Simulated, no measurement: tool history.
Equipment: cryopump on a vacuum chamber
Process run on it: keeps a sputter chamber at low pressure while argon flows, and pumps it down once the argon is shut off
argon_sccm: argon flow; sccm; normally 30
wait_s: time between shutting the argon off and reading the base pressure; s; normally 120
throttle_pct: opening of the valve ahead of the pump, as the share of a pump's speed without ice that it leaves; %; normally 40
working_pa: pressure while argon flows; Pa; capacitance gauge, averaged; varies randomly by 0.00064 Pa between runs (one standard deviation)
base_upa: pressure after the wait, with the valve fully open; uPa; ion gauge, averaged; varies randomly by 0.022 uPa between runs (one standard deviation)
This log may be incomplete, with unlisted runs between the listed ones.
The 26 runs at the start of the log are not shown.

| run | hour | argon_sccm | wait_s | throttle_pct | hours of work since the pump was warmed up and emptied | hours of work since the cold head was overhauled | hours of work since the chamber's fittings were tightened | working_pa | base_upa |
|---|---|---|---|---|---|---|---|---|---|
| 27 | 954.1 | 30 | 289 | 45 | 777 | 2402 | 70 | 0.1047 | 0.66 |
|  | 967.2 | pump warmed up, emptied and cooled again |
| 28 | 983.0 | 30 | 133 | 40 | 12 | 2421 | 89 | 0.1002 | 0.77 |
| 29 | 1031.7 | 30 | 133 | 40 | 50 | 2458 | 126 | 0.1010 | 0.79 |
| 30 | 1054.9 | 36 | 234 | 17 | 67 | 2476 | 144 | 0.2836 | 0.69 |
| 31 | 1080.7 | 36 | 234 | 17 | 87 | 2496 | 164 | 0.2839 | 0.70 |
| 32 | 1133.8 | 36 | 234 | 17 | 128 | 2536 | 205 | 0.2825 | 0.75 |
| 33 | 1157.2 | 36 | 234 | 17 | 146 | 2554 | 222 | 0.2843 | 0.75 |
| 34 | 1207.5 | 36 | 234 | 17 | 184 | 2593 | 261 | 0.2861 | 0.85 |
| 35 | 1245.6 | 36 | 94 | 19 | 214 | 2622 | 290 | 0.2567 | 1.23 |

Each row is a separate what-if for the run after 35, all from the same tool condition, not one after another. Results?
| A | 1300.3 | 50 | 72 | 55 | 256 | 2664 | 332 | ? | ? |
| B | 1300.3 | 25 | 120 | 40 | 256 | 2664 | 332 | ? | ? |
| C | 1300.3 | 30 | 130 | 46 | 256 | 2664 | 332 | ? | ? |

| run | working_pa | base_upa |
|---|---|---|
| A | 0.1279 | 1.45 |
| B | 0.0862 | 1.17 |
| C | 0.0905 | 1.13 |
With the hidden condition removed and each run's random variation left untouched, the same runs would have given:
| run | working_pa | base_upa |
|---|---|---|
| A | 0.1200 | 0.96 |
| B | 0.0823 | 0.68 |
| C | 0.0858 | 0.66 |
